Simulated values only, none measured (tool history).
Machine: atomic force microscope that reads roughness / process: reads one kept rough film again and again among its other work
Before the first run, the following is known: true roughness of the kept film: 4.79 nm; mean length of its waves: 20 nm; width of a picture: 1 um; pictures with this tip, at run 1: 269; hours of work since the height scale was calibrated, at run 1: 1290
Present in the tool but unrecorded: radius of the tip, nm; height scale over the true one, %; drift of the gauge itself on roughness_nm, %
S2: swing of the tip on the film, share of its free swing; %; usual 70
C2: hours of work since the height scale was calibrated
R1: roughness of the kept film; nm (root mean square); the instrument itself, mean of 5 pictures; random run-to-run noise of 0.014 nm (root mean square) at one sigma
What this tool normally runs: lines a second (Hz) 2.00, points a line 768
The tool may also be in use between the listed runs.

{"run": 1, "hour": 0.0, "lines a second (Hz)": 2.0, "S2": 70, "points a line": 768, "pictures with this tip": 269, "C2": 1290, "R1": 2.614}
{"hour": 21.2, "done": "new tip fitted"}
{"run": 2, "hour": 63.3, "lines a second (Hz)": 0.91, "S2": 70, "points a line": 768, "pictures with this tip": 61, "C2": 1326, "R1": 3.31}
{"run": 3, "hour": 123.9, "lines a second (Hz)": 2.0, "S2": 70, "points a line": 768, "pictures with this tip": 150, "C2": 1360, "R1": 2.853}
{"run": 4, "hour": 201.8, "lines a second (Hz)": 2.1, "S2": 70, "points a line": 768, "pictures with this tip": 264, "C2": 1405, "R1": 2.532}
{"hour": 228.2, "done": "new tip fitted"}
{"run": 5, "hour": 269.6, "lines a second (Hz)": 2.1, "S2": 70, "points a line": 768, "pictures with this tip": 61, "C2": 1443, "R1": 3.178}
{"run": 6, "hour": 347.1, "lines a second (Hz)": 2.0, "S2": 69, "points a line": 768, "pictures with this tip": 174, "C2": 1487, "R1": 2.853}
{"run": 7, "hour": 411.4, "lines a second (Hz)": 2.0, "S2": 69, "points a line": 768, "pictures with this tip": 268, "C2": 1524, "R1": 2.585}
{"hour": 433.4, "done": "new tip fitted"}
{"run": 8, "hour": 456.9, "lines a second (Hz)": 2.0, "S2": 70, "points a line": 768, "pictures with this tip": 34, "C2": 1550, "R1": 3.253}
{"hour": 505.9, "done": "height scale calibrated on a step standard"}
{"run": 9, "hour": 530.9, "lines a second (Hz)": 2.0, "S2": 70, "points a line": 768, "pictures with this tip": 141, "C2": 14, "R1": 2.981}
{"run": 10, "hour": 568.6, "lines a second (Hz)": 2.0, "S2": 70, "points a line": 768, "pictures with this tip": 196, "C2": 36, "R1": 2.81}
{"run": 11, "hour": 607.0, "lines a second (Hz)": 2.0, "S2": 70, "points a line": 768, "pictures with this tip": 252, "C2": 58, "R1": 2.66}
{"hour": 641.9, "done": "new tip fitted"}
{"run": 12, "hour": 657.9, "lines a second (Hz)": 2.0, "S2": 70, "points a line": 768, "pictures with this tip": 23, "C2": 86, "R1": 3.338}
{"run": 13, "hour": 720.6, "lines a second (Hz)": 2.0, "S2": 70, "points a line": 768, "pictures with this tip": 115, "C2": 122, "R1": 3.053}
{"run": 14, "hour": 781.4, "lines a second (Hz)": 2.0, "S2": 73, "points a line": 768, "pictures with this tip": 204, "C2": 157, "R1": 2.726}
{"run": 15, "hour": 834.7, "lines a second (Hz)": 2.0, "S2": 70, "points a line": 768, "pictures with this tip": 282, "C2": 187, "R1": 2.566}
{"hour": 848.1, "done": "new tip fitted"}
{"run": 16, "hour": 893.9, "lines a second (Hz)": 2.0, "S2": 70, "points a line": 768, "pictures with this tip": 67, "C2": 221, "R1": 3.199}
{"run": 17, "hour": 957.9, "lines a second (Hz)": 2.0, "S2": 79, "points a line": 768, "pictures with this tip": 161, "C2": 257, "R1": 2.733}
{"run": 18, "hour": 1029.7, "lines a second (Hz)": 2.0, "S2": 79, "points a line": 768, "pictures with this tip": 266, "C2": 298, "R1": 2.468}
{"hour": 1053.8, "done": "new tip fitted"}
{"run": 19, "hour": 1095.5, "lines a second (Hz)": 2.0, "S2": 79, "points a line": 768, "pictures with this tip": 61, "C2": 335, "R1": 3.038}
{"run": 20, "hour": 1147.2, "lines a second (Hz)": 2.0, "S2": 70, "points a line": 768, "pictures with this tip": 137, "C2": 365, "R1": 2.957}
{"run": 21, "hour": 1181.1, "lines a second (Hz)": 2.0, "S2": 70, "points a line": 768, "pictures with this tip": 187, "C2": 384, "R1": 2.807}
{"run": 22, "hour": 1229.3, "lines a second (Hz)": 2.0, "S2": 70, "points a line": 506, "pictures with this tip": 257, "C2": 412, "R1": 2.637}
{"hour": 1258.8, "done": "new tip fitted"}
{"run": 23, "hour": 1273.6, "lines a second (Hz)": 1.89, "S2": 70, "points a line": 506, "pictures with this tip": 21, "C2": 437, "R1": 3.354}
{"run": 24, "hour": 1330.4, "lines a second (Hz)": 1.89, "S2": 70, "points a line": 506, "pictures with this tip": 104, "C2": 469, "R1": 3.038}
{"run": 25, "hour": 1369.4, "lines a second (Hz)": 2.0, "S2": 70, "points a line": 706, "pictures with this tip": 162, "C2": 491, "R1": 2.877}
{"run": 26, "hour": 1445.4, "lines a second (Hz)": 0.69, "S2": 70, "points a line": 768, "pictures with this tip": 273, "C2": 534, "R1": 2.747}
{"hour": 1462.8, "done": "new tip fitted"}
{"run": 27, "hour": 1497.3, "lines a second (Hz)": 0.69, "S2": 70, "points a line": 768, "pictures with this tip": 50, "C2": 564, "R1": 3.406}
{"run": 28, "hour": 1550.8, "lines a second (Hz)": 2.89, "S2": 89, "points a line": 305, "pictures with this tip": 128, "C2": 594, "R1": 2.205}
{"run": 29, "hour": 1614.4, "lines a second (Hz)": 2.89, "S2": 89, "points a line": 305, "pictures with this tip": 221, "C2": 631, "R1": 2.046}
{"hour": 1667.1, "done": "new tip fitted"}
{"run": 30, "hour": 1667.1, "lines a second (Hz)": 1.14, "S2": 89, "points a line": 960, "pictures with this tip": 0, "C2": 660, "R1": 3.248}
{"run": 31, "hour": 1710.6, "lines a second (Hz)": 0.63, "S2": 69, "points a line": 768, "pictures with this tip": 64, "C2": 685, "R1": 3.405}
{"run": 32, "hour": 1779.9, "lines a second (Hz)": 2.0, "S2": 55, "points a line": 768, "pictures with this tip": 165, "C2": 725, "R1": 3.033}
{"run": 33, "hour": 1858.9, "lines a second (Hz)": 1.52, "S2": 74, "points a line": 768, "pictures with this tip": 281, "C2": 770, "R1": 2.591}
{"hour": 1871.6, "done": "new tip fitted"}
{"run": 34, "hour": 1894.3, "lines a second (Hz)": 1.52, "S2": 74, "points a line": 768, "pictures with this tip": 33, "C2": 790, "R1": 3.329}
{"run": 35, "hour": 1960.0, "lines a second (Hz)": 0.6, "S2": 65, "points a line": 768, "pictures with this tip": 129, "C2": 827, "R1": 3.197}
{"run": 36, "hour": 2020.9, "lines a second (Hz)": 0.6, "S2": 65, "points a line": 768, "pictures with this tip": 218, "C2": 862, "R1": 2.912}
{"run": 37, "hour": 2054.2, "lines a second (Hz)": 0.84, "S2": 75, "points a line": 768, "pictures with this tip": 267, "C2": 881, "R1": 2.697}
{"hour": 2075.8, "done": "new tip fitted"}
{"run": 38, "hour": 2102.5, "lines a second (Hz)": 0.84, "S2": 75, "points a line": 768, "pictures with this tip": 39, "C2": 908, "R1": 3.438}
{"run": 39, "hour": 2184.0, "lines a second (Hz)": 0.84, "S2": 75, "points a line": 768, "pictures with this tip": 158, "C2": 954, "R1": 3.004}
{"run": 40, "hour": 2217.3, "lines a second (Hz)": 0.64, "S2": 75, "points a line": 768, "pictures with this tip": 207, "C2": 973, "R1": 2.902}
{"run": 41, "hour": 2275.8, "lines a second (Hz)": 0.64, "S2": 75, "points a line": 304, "pictures with this tip": 292, "C2": 1007, "R1": 2.625}
{"hour": 2282.3, "done": "new tip fitted"}
{"run": 42, "hour": 2331.9, "lines a second (Hz)": 3.47, "S2": 64, "points a line": 375, "pictures with this tip": 73, "C2": 1038, "R1": 3.023}
{"run": 43, "hour": 2399.7, "lines a second (Hz)": 1.86, "S2": 64, "points a line": 693, "pictures with this tip": 172, "C2": 1077, "R1": 2.947}
{"run": 44, "hour": 2468.2, "lines a second (Hz)": 1.49, "S2": 60, "points a line": 712, "pictures with this tip": 272, "C2": 1116, "R1": 2.76}
{"hour": 2487.3, "done": "new tip fitted"}
{"run": 45, "hour": 2532.9, "lines a second (Hz)": 2.1, "S2": 87, "points a line": 812, "pictures with this tip": 66, "C2": 1153, "R1": 2.763}
{"run": 46, "hour": 2578.6, "lines a second (Hz)": 2.1, "S2": 87, "points a line": 812, "pictures with this tip": 133, "C2": 1179, "R1": 2.577}
{"run": 47, "hour": 2634.0, "lines a second (Hz)": 1.35, "S2": 76, "points a line": 713, "pictures with this tip": 214, "C2": 1210, "R1": 2.749}
{"hour": 2690.7, "done": "new tip fitted"}
{"run": 48, "hour": 2699.6, "lines a second (Hz)": 1.35, "S2": 70, "points a line": 488, "pictures with this tip": 13, "C2": 1248, "R1": 3.425}
{"run": 49, "hour": 2769.8, "lines a second (Hz)": 1.35, "S2": 70, "points a line": 488, "pictures with this tip": 115, "C2": 1288, "R1": 3.08}

A few steps of R1 between consecutive runs. Split each: what settings, incoming material and random variation would produce without the hidden state, and what is left over for the hidden state, along with gauge scatter present in only one of the two compared results (measured, and without hidden state):
Run 7 -> 8: S2 69 -> 70, new tip fitted. R1 +0.668 nm (root mean square): hidden state +0.690, all else -0.022.
Run 27 -> 28: lines a second (Hz) 0.69 -> 2.89, S2 70 -> 89, points a line 768 -> 305. R1 -1.201 nm (root mean square): hidden state -0.096, all else -1.105.
Run 29 -> 30: lines a second (Hz) 2.89 -> 1.14, points a line 305 -> 960, new tip fitted. R1 +1.202 nm (root mean square): hidden state +0.558, all else +0.644.
Run 33 -> 34: new tip fitted. R1 +0.738 nm (root mean square): hidden state +0.716, all else +0.022.
Run 37 -> 38: new tip fitted. R1 +0.741 nm (root mean square): hidden state +0.719, all else +0.022.
